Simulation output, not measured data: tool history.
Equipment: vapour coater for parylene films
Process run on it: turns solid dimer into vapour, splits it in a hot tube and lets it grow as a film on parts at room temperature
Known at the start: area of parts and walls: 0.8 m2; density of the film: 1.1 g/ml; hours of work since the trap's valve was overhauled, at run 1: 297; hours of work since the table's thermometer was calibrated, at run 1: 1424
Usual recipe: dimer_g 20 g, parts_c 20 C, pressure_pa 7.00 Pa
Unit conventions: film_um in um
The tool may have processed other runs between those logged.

| run | day | dimer_g | parts_c | pressure_pa | hours of work since the trap's valve was overhauled | hours of work since the table's thermometer was calibrated | film_um |
|---|---|---|---|---|---|---|---|
| 1 | 0.000 | 20 | 20 | 7.00 | 297 | 1424 | 11.08 |
| 2 | 1.471 | 11 | 20 | 7.00 | 329 | 1455 | 5.99 |
| 3 | 3.067 | 11 | 20 | 7.00 | 363 | 1489 | 5.97 |
|  | 3.933 | trap's valve overhauled |
| 4 | 4.488 | 11 | 20 | 7.00 | 12 | 1516 | 6.63 |
| 5 | 6.017 | 22 | 20 | 7.00 | 44 | 1548 | 13.11 |
| 6 | 7.558 | 25 | 20 | 7.00 | 77 | 1581 | 14.71 |
| 7 | 9.117 | 20 | 20 | 5.98 | 111 | 1615 | 11.82 |
| 8 | 10.767 | 36 | 24 | 4.00 | 146 | 1650 | 18.13 |
| 9 | 12.038 | 36 | 24 | 4.00 | 173 | 1677 | 18.16 |
| 10 | 14.142 | 14 | 19 | 3.34 | 218 | 1722 | 8.85 |
| 11 | 15.296 | 14 | 19 | 3.34 | 243 | 1747 | 8.91 |
|  | 16.071 | table's thermometer calibrated |
| 12 | 16.846 | 14 | 19 | 3.34 | 275 | 17 | 9.14 |
| 13 | 19.029 | 15 | 17 | 6.84 | 321 | 63 | 9.74 |

5 ways to go on from here, each from the tool as it stands after run 13. What would each give?
| A | 20.508 | 8 | 19 | 9.80 | 353 | 95 | ? |
| B | 20.508 | 17 | 17 | 11.96 | 353 | 95 | ? |
| C | 20.508 | 9 | 17 | 4.00 | 353 | 95 | ? |
| D | 20.508 | 13 | 24 | 2.36 | 353 | 95 | ? |
| E | 20.508 | 11 | 13 | 7.32 | 353 | 95 | ? |

| run | film_um |
|---|---|
| A | 4.50 |
| B | 10.20 |
| C | 6.08 |
| D | 6.89 |
| E | 8.28 |
With no hidden state in the tool, these same runs would have given:
| run | film_um |
|---|---|
| A | 5.09 |
| B | 11.55 |
| C | 6.90 |
| D | 7.81 |
| E | 9.39 |
